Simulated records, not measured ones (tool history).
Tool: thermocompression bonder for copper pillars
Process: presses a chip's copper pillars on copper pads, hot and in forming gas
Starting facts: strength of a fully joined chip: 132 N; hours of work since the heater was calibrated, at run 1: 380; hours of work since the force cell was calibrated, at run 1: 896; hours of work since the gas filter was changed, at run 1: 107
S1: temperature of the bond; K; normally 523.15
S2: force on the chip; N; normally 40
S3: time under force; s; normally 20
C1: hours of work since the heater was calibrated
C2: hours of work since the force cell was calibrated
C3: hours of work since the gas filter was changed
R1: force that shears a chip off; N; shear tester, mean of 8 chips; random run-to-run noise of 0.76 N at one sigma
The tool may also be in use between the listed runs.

Run 1, day 0: usual settings; C1 380; C2 896; C3 107. Result: R1 52.2 N.
At day 0.929: forming gas filter changed.
Run 2, day 0.929: usual settings but S1 500.15 K; C1 398; C2 913; C3 0. Result: R1 39.1 N.
Run 3, day 1.754: usual settings; C1 413; C2 929; C3 16. Result: R1 55.2 N.
Run 4, day 2.65: usual settings; C1 430; C2 946; C3 33. Result: R1 53 N.
Run 5, day 3.404: usual settings; C1 445; C2 961; C3 47. Result: R1 51.4 N.
Run 6, day 4.592: usual settings; C1 468; C2 983; C3 70. Result: R1 54.2 N.
Run 7, day 5.304: usual settings; C1 481; C2 997; C3 84. Result: R1 52.9 N.
Run 8, day 5.962: usual settings; C1 494; C2 1010; C3 96. Result: R1 52.3 N.
Run 9, day 6.983: usual settings; C1 513; C2 1029; C3 116. Result: R1 52.8 N.
At day 7.538: forming gas filter changed.
Run 10, day 7.979: usual settings but S3 49 s; C1 532; C2 1048; C3 8. Result: R1 73.7 N.
Run 11, day 8.825: usual settings but S1 505.15 K; C1 548; C2 1064; C3 25. Result: R1 41.6 N.

For run 12, what comes out?
Run 12, day 10.254: usual settings but S3 38 s; C1 575; C2 1091; C3 52. Result: R1 ?.

Run 12 yielded R1 66.7 N.
On a tool with no hidden condition, and with the same random variation, this run would have come out at R1 71.5 N.

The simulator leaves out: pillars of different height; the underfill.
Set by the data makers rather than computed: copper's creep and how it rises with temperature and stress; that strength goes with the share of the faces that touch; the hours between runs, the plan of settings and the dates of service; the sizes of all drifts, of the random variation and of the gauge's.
